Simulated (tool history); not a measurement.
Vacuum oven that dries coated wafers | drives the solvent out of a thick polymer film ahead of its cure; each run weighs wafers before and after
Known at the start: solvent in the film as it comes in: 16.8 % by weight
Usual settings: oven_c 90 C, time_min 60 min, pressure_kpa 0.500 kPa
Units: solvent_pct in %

run,hour,oven_c,time_min,pressure_kpa,solvent_pct
1,0.0,90,60,0.500,3.89
2,15.0,90,60,0.500,3.92
3,24.6,90,60,0.500,3.90
4,33.6,90,60,0.500,3.90
5,41.1,90,60,0.500,3.85
6,54.3,90,60,0.500,3.90
7,66.6,90,60,0.500,3.83
8,80.5,91,60,0.500,3.49
9,88.0,86,60,0.500,5.30
10,100.1,86,60,0.500,5.26
11,107.9,86,60,0.500,5.24
# hour 110.7: vacuum gauge cleaned of residue and calibrated
12,116.9,86,60,0.500,5.26
13,123.2,90,60,0.633,3.91
14,135.4,90,60,0.633,3.89
15,146.4,90,60,0.500,3.92
16,158.0,90,60,0.500,3.82
17,167.9,90,60,0.500,3.85
18,178.5,90,60,0.500,3.78
# hour 188.8: vacuum gauge cleaned of residue and calibrated, once more
19,190.0,90,60,0.500,3.87
20,200.1,90,60,0.811,4.01
21,207.7,90,60,0.811,3.92
22,216.1,90,37,1.798,6.63
23,223.0,90,30,0.440,7.14
24,237.4,93,44,0.312,4.18
25,246.1,77,83,0.356,7.01
26,260.5,89,76,0.584,3.03
27,274.5,90,37,1.426,6.41
28,287.2,90,37,1.426,6.51
29,295.3,92,60,1.022,3.37
30,304.1,85,101,1.022,3.34
31,310.9,82,104,0.612,4.14
# hour 322.8: oven's thermocouples calibrated
32,326.7,82,104,0.612,4.40
33,340.5,90,108,0.975,1.85
34,349.4,103,60,0.273,0.64
35,359.8,77,71,0.960,8.29
36,373.3,103,60,0.284,0.64
37,384.2,76,36,0.942,10.86
38,391.1,96,76,0.337,1.31
39,402.2,86,46,1.673,7.22

Forecast each of these 3 alternatives for the next run:
A,414.8,96,33,0.973,?
B,414.8,79,66,0.709,?
C,414.8,90,82,0.500,?

run,solvent_pct
A,4.94
B,7.61
C,2.62
Without the tool's hidden state the same runs would have given:
run,solvent_pct
A,5.05
B,7.71
C,2.71

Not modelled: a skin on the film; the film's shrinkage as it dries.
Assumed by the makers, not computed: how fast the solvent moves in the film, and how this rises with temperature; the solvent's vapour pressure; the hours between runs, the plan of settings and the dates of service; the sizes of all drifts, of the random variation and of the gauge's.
